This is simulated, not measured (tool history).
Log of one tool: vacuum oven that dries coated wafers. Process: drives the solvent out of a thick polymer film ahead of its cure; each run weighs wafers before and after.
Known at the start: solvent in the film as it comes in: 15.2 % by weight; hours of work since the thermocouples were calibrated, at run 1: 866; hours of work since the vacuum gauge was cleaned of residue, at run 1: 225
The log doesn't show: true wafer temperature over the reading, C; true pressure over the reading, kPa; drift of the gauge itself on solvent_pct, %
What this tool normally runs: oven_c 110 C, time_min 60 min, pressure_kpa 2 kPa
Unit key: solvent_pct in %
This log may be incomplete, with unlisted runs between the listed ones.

run     day  oven_c  time_min  pressure_kpa  hours of work since the thermocouples were calibrated  hours of work since the vacuum gauge was cleaned of residue  solvent_pct
  1       0     110        60             2                                                    866                                                          225         3.29
  2     1.2     110        60             2                                                    889                                                          248         3.29
  3   2.521     110        60             2                                                    913                                                          273         3.28
  4   3.442     110        60             2                                                    931                                                          290         3.28
  5   4.192     110        33             2                                                    945                                                          304         5.78
  6    5.15     110        33             2                                                    963                                                          322         5.66
  7   6.421     110        33          2.36                                                    987                                                          346         5.93
  8   7.333     110        33          2.36                                                   1004                                                          363         5.94
  9   8.412     110        33          2.36                                                   1024                                                          383         6.06
 10   9.333     110        60             2                                                   1041                                                          401         3.36
 11  10.746     110        60             2                                                   1068                                                          427         3.42
 12  12.025     110        60             2                                                   1092                                                          451         3.47
 13  13.512     110        60             2                                                   1120                                                          479         3.42
 14  14.925     110        60             2                                                   1146                                                          506         3.36
 15  16.058     102        60             2                                                   1168                                                          527            6
 16  17.196     102        60             2                                                   1189                                                          548         5.88
 17  18.496     110        60             2                                                   1214                                                          573         3.46
 18  19.829     110        60             2                                                   1239                                                          598         3.49
 19  20.708     110        60             2                                                   1255                                                          614         3.49
 20  21.742     110        60             2                                                   1275                                                          634         3.53
 21  23.121     112        94             2                                                   1300                                                          660         1.75
 22  24.083     112        94             2                                                   1318                                                          678         1.62
 23  25.096     116        50          5.97                                                   1338                                                          697         3.71
 24  26.112     114        46          5.97                                                   1357                                                          716          4.6
 25  27.133     110        65             2                                                   1376                                                          735         3.26
 26  28.142     119        60          3.35                                                   1395                                                          754         1.91
 27    29.5     121        59          3.35                                                   1420                                                          779         1.64
 28  30.592     120        86          3.67                                                   1441                                                          800         1.32
 29  31.192     115        40          1.67                                                   1452                                                          811         3.81
 30  32.042     106        63          7.73                                                   1468                                                          827         6.57
 31  33.429     114        54          1.57                                                   1494                                                          853          2.9
 32  34.825     109        60          3.36                                                   1520                                                          880         4.42
 33  35.946     110        60          6.19                                                   1541                                                          901         4.95
 34  37.425     101        60          1.92                                                   1569                                                          928         6.55
 35  38.533     110        71          2.19                                                   1590                                                          949         3.17
 36  39.346     116        54           2.7                                                   1605                                                          964         2.78
 37  40.675     116        54           2.7                                                   1630                                                          989         2.65
 38  41.508     100        30          6.29                                                   1646                                                         1005         10.2
 39  42.596     110        60          1.27                                                   1666                                                         1025         3.53

3 options for the next run, each taken on its own from the tool as it stands now. Forecast them:
  A  43.975     110        57          1.27                                                   1692                                                         1051            ?
  B  43.975      98        66          6.22                                                   1692                                                         1051            ?
  C  43.975     113        60          1.27                                                   1692                                                         1051            ?

run  solvent_pct
  A         3.69
  B         8.95
  C         2.78
What these runs would have given with no unlogged condition in the tool:
run  solvent_pct
  A         2.71
  B         7.81
  C         1.92
